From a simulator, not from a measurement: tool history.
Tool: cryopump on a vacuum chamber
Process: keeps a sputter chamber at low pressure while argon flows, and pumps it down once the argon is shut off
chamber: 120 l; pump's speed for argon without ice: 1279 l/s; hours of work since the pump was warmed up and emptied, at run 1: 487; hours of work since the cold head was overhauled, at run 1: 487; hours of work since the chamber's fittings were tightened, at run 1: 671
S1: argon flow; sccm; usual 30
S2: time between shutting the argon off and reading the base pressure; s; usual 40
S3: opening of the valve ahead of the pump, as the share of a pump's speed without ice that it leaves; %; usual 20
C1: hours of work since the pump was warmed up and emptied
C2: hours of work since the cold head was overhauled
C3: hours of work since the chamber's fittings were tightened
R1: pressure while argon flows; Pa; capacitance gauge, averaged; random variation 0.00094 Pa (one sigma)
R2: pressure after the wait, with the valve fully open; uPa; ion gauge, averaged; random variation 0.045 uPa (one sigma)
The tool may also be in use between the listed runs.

run	hour	S1	S2	S3	C1	C2	C3	R1	R2
1	0	30	40	20	487	487	671	0.2058	3.23
2	19.1	34	40	20	499	499	684	0.234	3.33
3	34.1	31	40	20	509	509	694	0.2159	3.28
4	61.1	30	40	20	527	527	712	0.2074	3.25
5	91.9	30	40	20	548	548	733	0.208	3.31
6	124.2	30	84	20	569	569	754	0.2087	2.14
7	148.9	45	84	20	586	586	771	0.3123	2.06
8	167.9	43	84	20	599	599	783	0.2996	2.02
9	202	43	84	20	621	621	806	0.2998	2.18
10	221.6	43	84	20	634	634	819	0.2977	2.1
11	255.3	30	134	37	657	657	842	0.117	1.74
12	279.6	18	108	37	673	673	858	0.0715	1.84
13	311.9	30	213	19	694	694	879	0.2212	1.5
14	327.3	38	213	19	705	705	890	0.2783	1.56
15	342.7	38	213	19	715	715	900	0.2795	1.49
16	369.6	38	213	19	733	733	918	0.2803	1.58
17	385	28	59	29	743	743	928	0.1396	2.82
18	409.9	28	59	29	760	760	945	0.1409	2.83
19	430.1	30	22	50	773	773	958	0.0927	5.68

The same runs without the tool's hidden state, with the same run-to-run variation:
The hidden state here: pump's speed, % of a pump's without ice; cold plate's temperature, K; leak into the chamber, uPa l/s; drift of the gauge itself on working_pa, %; drift of the gauge itself on base_upa, %.
run	R1	R2
1	0.1981	2.65
2	0.2251	2.73
3	0.2076	2.68
4	0.199	2.64
5	0.1993	2.68
6	0.1996	1.46
7	0.2982	1.39
8	0.2859	1.34
9	0.2854	1.45
10	0.283	1.38
11	0.1064	0.97
12	0.0648	1.09
13	0.2097	0.7
14	0.2635	0.73
15	0.2644	0.68
16	0.2647	0.73
17	0.1279	1.96
18	0.1288	1.93
19	0.0796	4.78
